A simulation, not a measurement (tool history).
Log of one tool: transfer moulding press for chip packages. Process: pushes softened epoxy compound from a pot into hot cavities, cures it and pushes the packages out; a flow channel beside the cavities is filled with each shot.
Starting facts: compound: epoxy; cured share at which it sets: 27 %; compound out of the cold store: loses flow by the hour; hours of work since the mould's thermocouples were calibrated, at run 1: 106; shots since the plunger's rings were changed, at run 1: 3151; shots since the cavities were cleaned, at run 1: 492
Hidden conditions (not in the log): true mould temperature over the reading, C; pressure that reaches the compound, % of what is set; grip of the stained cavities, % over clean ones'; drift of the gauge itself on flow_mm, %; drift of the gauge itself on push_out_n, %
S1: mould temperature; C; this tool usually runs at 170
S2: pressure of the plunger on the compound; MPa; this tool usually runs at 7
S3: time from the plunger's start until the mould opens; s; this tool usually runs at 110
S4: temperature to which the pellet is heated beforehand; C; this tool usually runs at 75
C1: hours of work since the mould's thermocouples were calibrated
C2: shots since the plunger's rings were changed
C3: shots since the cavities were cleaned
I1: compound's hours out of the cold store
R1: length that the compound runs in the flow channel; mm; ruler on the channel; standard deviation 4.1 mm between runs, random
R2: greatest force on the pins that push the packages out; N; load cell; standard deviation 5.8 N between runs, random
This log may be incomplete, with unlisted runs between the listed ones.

run	hour	S1	S2	S3	S4	C1	C2	C3	I1	R1	R2
1	0	170	7	110	75	106	3151	492	27.8	703	337
# hour 4: cavities cleaned with cleaning compound and waxed
2	5.8	170	7	110	75	109	3193	17	33	674	384
3	12.6	170	7	110	75	113	3260	84	23.6	718	407
4	16.4	170	7	110	75	115	3298	122	14	773	415
5	23	170	7	126	75	119	3363	187	24.1	715	339
6	27.7	170	7	126	75	122	3409	233	20.6	734	353
7	33.5	170	7	116	75	126	3466	290	40.6	635	369
8	42.5	170	7	116	75	131	3554	378	45.2	614	384
# hour 49.5: cavities cleaned with cleaning compound and waxed, once more
9	52.5	170	7	116	75	136	3639	30	19.6	745	217
10	59.5	170	7	116	75	141	3708	99	24.5	709	232
11	63.8	170	7	110	75	143	3749	140	47.6	591	260
12	72.5	170	7	110	75	149	3835	226	20.2	730	299
13	77.3	170	6.63	110	75	152	3883	274	36.8	619	308
14	82.7	170	6.63	110	75	155	3936	327	15.5	737	323
15	86.6	170	7	110	75	157	3974	365	35.7	652	305
16	91.6	163	6.77	117	83	160	4023	414	24.1	712	494
17	96.4	172	7	110	75	163	4071	462	47.6	592	278
# hour 103.1: cavities cleaned with cleaning compound and waxed
18	104.2	172	7	120	75	167	4133	11	19.3	738	183
19	112.6	168	7.77	120	75	172	4215	93	29	727	239
20	121.4	164	6.39	128	72	178	4302	180	47.4	569	302
21	129	167	6.39	128	66	182	4376	254	16.7	719	287
22	133.9	164	7	110	75	185	4425	303	12	788	521
23	140.4	164	7	110	75	189	4489	367	24.8	716	503
24	147.5	171	5.28	133	67	194	4558	436	35.4	560	255
# hour 156.9: cavities cleaned with cleaning compound and waxed
25	157.2	175	8.62	110	75	199	4639	2	12.7	840	203
26	165.9	174	5.9	114	72	204	4725	88	45.2	546	202
27	170.1	174	5.9	114	72	206	4766	129	35.5	584	221
28	176.9	173	8.08	114	72	211	4833	196	42.4	647	226
29	183.3	173	8.08	114	72	215	4896	259	24.5	746	260

For some of the steps in R1 from one run to the next: how much would appear even if the tool had no hidden state, given the settings, what came in and random variation, and how much remains for the hidden state plus any gauge scatter that the measured result and the result without hidden state don't share?
Run 24 -> 25: S1 171 -> 175, S2 5.28 -> 8.62, S3 133 -> 110, S4 67 -> 75, cavities cleaned with cleaning compound and waxed. R1 +280 mm: hidden state -24, all else +304.
Run 25 -> 26: S1 175 -> 174, S2 8.62 -> 5.9, S3 110 -> 114, S4 75 -> 72. R1 -294 mm: hidden state +23, all else -317.
